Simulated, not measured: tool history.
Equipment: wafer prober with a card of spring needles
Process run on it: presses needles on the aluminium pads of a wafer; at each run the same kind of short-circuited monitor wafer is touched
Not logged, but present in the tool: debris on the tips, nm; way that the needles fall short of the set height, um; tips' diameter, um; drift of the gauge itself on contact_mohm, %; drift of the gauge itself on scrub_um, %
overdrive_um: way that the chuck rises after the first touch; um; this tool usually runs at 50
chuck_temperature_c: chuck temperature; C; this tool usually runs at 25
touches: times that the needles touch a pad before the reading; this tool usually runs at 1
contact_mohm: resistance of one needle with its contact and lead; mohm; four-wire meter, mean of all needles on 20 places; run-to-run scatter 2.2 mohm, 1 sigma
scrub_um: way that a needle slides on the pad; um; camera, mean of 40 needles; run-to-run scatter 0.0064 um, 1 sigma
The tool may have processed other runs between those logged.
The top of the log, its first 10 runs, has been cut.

| run | hour | overdrive_um | chuck_temperature_c | touches | touches since the tips were cleaned | cleanings since the card got new needles | touches since the first contact's height was set | contact_mohm | scrub_um |
|---|---|---|---|---|---|---|---|---|---|
|  | 140.9 | tips cleaned on abrasive film |
| 11 | 142.6 | 50 | 25 | 1 | 671 | 47 | 74315 | 243 | 7.797 |
| 12 | 151.2 | 50 | 25 | 1 | 4004 | 47 | 77648 | 244 | 7.801 |
|  | 153.5 | tips cleaned on abrasive film |
| 13 | 160.1 | 47 | 25 | 1 | 2572 | 48 | 81061 | 246 | 7.316 |
|  | 167.1 | tips cleaned on abrasive film |
| 14 | 172.4 | 50 | 25 | 1 | 2037 | 49 | 85770 | 243 | 7.79 |
|  | 175 | height of the first contact set anew |
|  | 180.7 | tips cleaned on abrasive film |
| 15 | 183.1 | 50 | 39 | 1 | 914 | 50 | 3094 | 247 | 7.791 |
| 16 | 190.8 | 50 | 39 | 1 | 3894 | 50 | 6074 | 250 | 7.793 |
|  | 194.2 | tips cleaned on abrasive film |
| 17 | 204.6 | 50 | 39 | 1 | 4045 | 51 | 11390 | 247 | 7.794 |
|  | 207.8 | tips cleaned on abrasive film |
| 18 | 220 | 50 | 97 | 3 | 4751 | 52 | 17313 | 261 | 7.79 |
|  | 221.6 | tips cleaned on abrasive film |
|  | 234.4 | tips cleaned on abrasive film |
| 19 | 237.8 | 50 | 97 | 3 | 1295 | 54 | 24109 | 261 | 7.8 |
|  | 248.2 | tips cleaned on abrasive film |
| 20 | 255.4 | 32 | 54 | 1 | 2795 | 55 | 30911 | 256 | 4.989 |
|  | 261.4 | tips cleaned on abrasive film |
| 21 | 267.7 | 36 | 54 | 1 | 2438 | 56 | 35628 | 261 | 5.612 |
|  | 273.9 | tips cleaned on abrasive film |
| 22 | 282.1 | 35 | 75 | 1 | 3169 | 57 | 41160 | 263 | 5.454 |
|  | 286.5 | tips cleaned on abrasive film |
|  | 299.6 | tips cleaned on abrasive film |
| 23 | 300.1 | 50 | 40 | 1 | 204 | 59 | 48073 | 245 | 7.788 |
|  | 312.5 | tips cleaned on abrasive film |
| 24 | 312.5 | 31 | 100 | 3 | 0 | 60 | 52818 | 267 | 4.846 |
| 25 | 324.4 | 31 | 100 | 3 | 4628 | 60 | 57446 | 271 | 4.841 |
|  | 325.7 | tips cleaned on abrasive film |
| 26 | 333 | 45 | 85 | 1 | 2805 | 61 | 60708 | 264 | 7.016 |
|  | 338.7 | tips cleaned on abrasive film |
| 27 | 341.6 | 51 | 66 | 2 | 1142 | 62 | 64034 | 249 | 7.949 |
|  | 351.4 | tips cleaned on abrasive film |
| 28 | 354.1 | 50 | 51 | 1 | 1070 | 63 | 68823 | 249 | 7.784 |
|  | 364.2 | tips cleaned on abrasive film |
| 29 | 364.2 | 56 | 60 | 1 | 0 | 64 | 72676 | 253 | 8.735 |
|  | 377.7 | tips cleaned on abrasive film |
| 30 | 381.3 | 45 | 60 | 1 | 1395 | 65 | 79279 | 256 | 7.007 |
|  | 391 | tips cleaned on abrasive film |
| 31 | 391.4 | 31 | 114 | 1 | 130 | 66 | 83132 | 275 | 4.822 |
|  | 400.3 | height of the first contact set anew |
|  | 404.2 | tips cleaned on abrasive film |
| 32 | 404.2 | 39 | 114 | 2 | 0 | 67 | 1444 | 273 | 6.08 |

Here are 5 independent what-if runs from the current tool condition. What would each one return?
| A | 412.3 | 66 | 25 | 1 | 3156 | 67 | 4600 | ? | ? |
| B | 412.3 | 31 | 114 | 2 | 3156 | 67 | 4600 | ? | ? |
| C | 412.3 | 68 | 76 | 2 | 3156 | 67 | 4600 | ? | ? |
| D | 412.3 | 39 | 57 | 2 | 3156 | 67 | 4600 | ? | ? |
| E | 412.3 | 52 | 114 | 1 | 3156 | 67 | 4600 | ? | ? |

| run | contact_mohm | scrub_um |
|---|---|---|
| A | 244 | 10.292 |
| B | 278 | 4.827 |
| C | 253 | 10.606 |
| D | 250 | 6.086 |
| E | 266 | 8.108 |
With the hidden condition removed and each run's random variation left untouched, the same runs would have given:
| run | contact_mohm | scrub_um |
|---|---|---|
| A | 244 | 10.293 |
| B | 277 | 4.827 |
| C | 253 | 10.606 |
| D | 250 | 6.086 |
| E | 265 | 8.109 |
